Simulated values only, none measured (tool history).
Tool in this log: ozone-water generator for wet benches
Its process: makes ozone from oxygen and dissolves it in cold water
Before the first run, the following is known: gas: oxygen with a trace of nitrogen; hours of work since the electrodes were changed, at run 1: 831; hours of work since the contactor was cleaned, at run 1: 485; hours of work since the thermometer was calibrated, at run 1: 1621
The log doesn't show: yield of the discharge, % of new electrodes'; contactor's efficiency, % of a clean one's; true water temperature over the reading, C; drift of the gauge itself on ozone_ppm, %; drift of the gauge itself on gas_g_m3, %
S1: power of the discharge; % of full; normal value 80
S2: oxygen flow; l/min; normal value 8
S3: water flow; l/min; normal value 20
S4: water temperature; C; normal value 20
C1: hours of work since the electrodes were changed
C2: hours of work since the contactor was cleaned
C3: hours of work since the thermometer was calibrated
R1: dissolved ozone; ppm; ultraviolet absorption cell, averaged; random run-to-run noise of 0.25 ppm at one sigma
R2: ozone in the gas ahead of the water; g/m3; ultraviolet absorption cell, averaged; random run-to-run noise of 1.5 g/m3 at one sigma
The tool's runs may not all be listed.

run   hour  S1     S2  S3  S4    C1   C2    C3    R1     R2
  1      0  80      8  20  20   831  485  1621  38.2  268.7
  2   15.9  80    7.2  20  20   842  496  1632  38.3  282.4
  3   35.6  80      8  20  20   856  510  1646  38.5    267
  4   60.4  80      8  20  20   873  527  1663  38.1  266.6
  5   84.8  80      8  20  20   890  544  1680    38  267.5
  6   99.5  80      8  20  20   900  555  1690  37.7  267.2
  7  112.6  80      8  20  20   909  564  1699  37.6  263.4
     119.6  -- contactor cleaned
  8  130.3  80      8  20  22   919    7  1709  36.4  267.9
  9  151.9  49  12.93  12  20   934   22  1724  27.3  131.6
 10  180.9  80   4.12  20  21   954   43  1744  37.8  382.1
 11  207.2  80   4.12  20  21   972   61  1762  38.4  381.5
 12    234  80   4.12  20  21   991   80  1781  38.2  380.5
 13  262.6  80   4.12  24  24  1011   99  1801  31.8  381.5
 14  275.8  53   6.72  13  21  1020  109  1810  32.7  202.8

Predict the results of run 15:
 15  297.3  53  6.63  14  19  1035  124  1825   ?   ?

R1: 32.7 ppm
R2: 203.6 g/m3
Take away the tool's hidden state, keep the run-to-run variation as it was, and the same run would have given R1 33.6 ppm, R2 207 g/m3.
